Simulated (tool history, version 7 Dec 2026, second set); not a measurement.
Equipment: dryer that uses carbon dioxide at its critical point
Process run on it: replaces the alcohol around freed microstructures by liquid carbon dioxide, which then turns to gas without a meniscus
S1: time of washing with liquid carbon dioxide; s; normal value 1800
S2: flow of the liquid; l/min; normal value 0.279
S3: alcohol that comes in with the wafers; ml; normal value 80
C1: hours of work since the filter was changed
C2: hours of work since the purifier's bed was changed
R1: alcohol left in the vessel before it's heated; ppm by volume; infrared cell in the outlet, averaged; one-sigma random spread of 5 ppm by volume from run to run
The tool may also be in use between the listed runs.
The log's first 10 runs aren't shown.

run 11 hour=210.6 | S1=1560 S2=0.226 S3=80 | C1=195 C2=462 | R1=682
run 12 hour=232.5 | S1=1800 S2=0.279 S3=80 | C1=202 C2=469 | R1=191
run 13 hour=262.2 | S1=1800 S2=0.279 S3=80 | C1=212 C2=479 | R1=192
run 14 hour=287.4 | S1=1800 S2=0.279 S3=80 | C1=220 C2=487 | R1=199
run 15 hour=316.3 | S1=1800 S2=0.279 S3=80 | C1=230 C2=497 | R1=193
run 16 hour=335.2 | S1=1800 S2=0.279 S3=80 | C1=236 C2=503 | R1=205
run 17 hour=355.8 | S1=1800 S2=0.279 S3=80 | C1=243 C2=510 | R1=198
run 18 hour=384.6 | S1=1800 S2=0.279 S3=80 | C1=252 C2=519 | R1=205
run 19 hour=403.3 | S1=2520 S2=0.21 S3=79 | C1=259 C2=525 | R1=179
run 20 hour=423.6 | S1=2280 S2=0.408 S3=73 | C1=265 C2=532 | R1=129
run 21 hour=438.8 | S1=2280 S2=0.377 S3=48 | C1=270 C2=537 | R1=126
run 22 hour=468.9 | S1=2400 S2=0.295 S3=37 | C1=280 C2=547 | R1=130
run 23 hour=491.3 | S1=2400 S2=0.295 S3=37 | C1=288 C2=554 | R1=126
run 24 hour=520.9 | S1=2100 S2=0.167 S3=64 | C1=297 C2=564 | R1=715
-- hour=534.7 inlet filter changed
run 25 hour=550.8 | S1=1560 S2=0.173 S3=22 | C1=5 C2=574 | R1=422
run 26 hour=574.8 | S1=1560 S2=0.173 S3=22 | C1=13 C2=582 | R1=430
run 27 hour=598.9 | S1=1800 S2=0.174 S3=58 | C1=21 C2=589 | R1=555
run 28 hour=618.7 | S1=1620 S2=0.197 S3=78 | C1=28 C2=596 | R1=655
run 29 hour=636.5 | S1=2160 S2=0.202 S3=78 | C1=34 C2=602 | R1=216
run 30 hour=656 | S1=2220 S2=0.393 S3=51 | C1=40 C2=608 | R1=141
run 31 hour=681.7 | S1=2400 S2=0.171 S3=25 | C1=48 C2=617 | R1=175
run 32 hour=698.8 | S1=2400 S2=0.171 S3=25 | C1=54 C2=622 | R1=185
run 33 hour=724.3 | S1=1260 S2=0.224 S3=112 | C1=63 C2=631 | R1=1620

Forecast each of these 4 alternatives for the next run:
run A hour=740 | S1=2460 S2=0.232 S3=80 | C1=68 C2=636 | R1=?
run B hour=740 | S1=1740 S2=0.279 S3=23 | C1=68 C2=636 | R1=?
run C hour=740 | S1=2280 S2=0.181 S3=23 | C1=68 C2=636 | R1=?
run D hour=740 | S1=1680 S2=0.384 S3=33 | C1=68 C2=636 | R1=?

run=A R1=158
run=B R1=162
run=C R1=190
run=D R1=152
The same runs, with their run-to-run variation unchanged, on a tool lacking any hidden condition would have given:
run=A R1=11
run=B R1=17
run=C R1=37
run=D R1=13
